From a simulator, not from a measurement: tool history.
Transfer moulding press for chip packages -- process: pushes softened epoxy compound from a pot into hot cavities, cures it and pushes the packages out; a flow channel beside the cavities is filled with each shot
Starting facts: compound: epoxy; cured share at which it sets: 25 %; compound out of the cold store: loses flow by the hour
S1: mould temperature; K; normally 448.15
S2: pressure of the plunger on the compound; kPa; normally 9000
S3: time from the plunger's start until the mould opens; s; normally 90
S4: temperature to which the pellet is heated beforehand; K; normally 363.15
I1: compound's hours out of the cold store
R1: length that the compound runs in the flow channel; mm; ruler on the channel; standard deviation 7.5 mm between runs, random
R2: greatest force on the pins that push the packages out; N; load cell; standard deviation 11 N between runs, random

| run | hour | S1 | S2 | S3 | S4 | I1 | R1 | R2 |
|---|---|---|---|---|---|---|---|---|
| 1 | 0 | 448.15 | 9000 | 90 | 363.15 | 28.7 | 870 | 730 |
| 2 | 8.3 | 448.15 | 9000 | 90 | 363.15 | 9.7 | 946 | 771 |
| 3 | 16 | 446.15 | 9000 | 90 | 363.15 | 20.9 | 914 | 891 |
| 4 | 22.9 | 446.15 | 9000 | 90 | 363.15 | 18.9 | 918 | 923 |
| 5 | 29 | 446.15 | 9000 | 90 | 363.15 | 48 | 792 | 862 |
| 6 | 33.8 | 446.15 | 9000 | 90 | 363.15 | 8.5 | 964 | 926 |
| 7 | 39.9 | 448.15 | 9000 | 90 | 363.15 | 8.7 | 954 | 865 |
|  | 45.8 | cavities cleaned with cleaning compound and waxed |
| 8 | 45.8 | 448.15 | 9000 | 90 | 363.15 | 29.8 | 858 | 532 |
| 9 | 49.4 | 448.15 | 9000 | 90 | 363.15 | 38.2 | 831 | 585 |
| 10 | 56.9 | 448.15 | 9000 | 90 | 363.15 | 34 | 842 | 622 |
| 11 | 64 | 448.15 | 9000 | 90 | 363.15 | 29.9 | 852 | 707 |
| 12 | 70 | 448.15 | 9000 | 90 | 363.15 | 27.7 | 872 | 727 |
| 13 | 77.6 | 448.15 | 9000 | 90 | 363.15 | 13.9 | 925 | 804 |
| 14 | 84.2 | 448.15 | 9000 | 90 | 357.15 | 38.4 | 816 | 789 |
| 15 | 90.8 | 451.15 | 9540 | 124 | 353.15 | 9.8 | 949 | 690 |
| 16 | 95.3 | 448.15 | 9540 | 120 | 368.15 | 33 | 860 | 717 |
| 17 | 103.5 | 452.15 | 7050 | 82 | 368.15 | 47.6 | 678 | 794 |
| 18 | 110.8 | 452.15 | 7050 | 82 | 368.15 | 12.8 | 804 | 863 |
|  | 118.1 | cavities cleaned with cleaning compound and waxed |
| 19 | 121.1 | 442.15 | 8660 | 81 | 355.15 | 16.9 | 900 | 1016 |
| 20 | 125.2 | 451.15 | 9000 | 104 | 363.15 | 14.2 | 903 | 541 |
| 21 | 129.9 | 448.15 | 9270 | 119 | 363.15 | 20.2 | 891 | 554 |
| 22 | 133.8 | 448.15 | 9270 | 119 | 363.15 | 17.5 | 896 | 595 |
| 23 | 140.8 | 448.15 | 9000 | 90 | 359.15 | 13.5 | 910 | 746 |
| 24 | 149.3 | 448.15 | 9000 | 90 | 359.15 | 27.6 | 845 | 750 |
| 25 | 153.6 | 448.15 | 9000 | 90 | 359.15 | 32.6 | 834 | 784 |

Here are 5 independent what-if runs from the current tool condition. What would each one return?
| A | 158.3 | 440.15 | 9000 | 90 | 368.15 | 39.8 | ? | ? |
| B | 158.3 | 440.15 | 8660 | 90 | 363.15 | 19.2 | ? | ? |
| C | 158.3 | 448.15 | 9000 | 73 | 368.15 | 11 | ? | ? |
| D | 158.3 | 448.15 | 9000 | 90 | 363.15 | 20.1 | ? | ? |
| E | 158.3 | 448.15 | 9790 | 76 | 369.15 | 37.9 | ? | ? |

| run | R1 | R2 |
|---|---|---|
| A | 806 | 1160 |
| B | 868 | 1201 |
| C | 916 | 1234 |
| D | 886 | 806 |
| E | 845 | 988 |
The same runs, with their run-to-run variation unchanged, on a tool lacking any hidden condition would have given:
| run | R1 | R2 |
|---|---|---|
| A | 908 | 764 |
| B | 978 | 790 |
| C | 1031 | 812 |
| D | 998 | 531 |
| E | 952 | 653 |

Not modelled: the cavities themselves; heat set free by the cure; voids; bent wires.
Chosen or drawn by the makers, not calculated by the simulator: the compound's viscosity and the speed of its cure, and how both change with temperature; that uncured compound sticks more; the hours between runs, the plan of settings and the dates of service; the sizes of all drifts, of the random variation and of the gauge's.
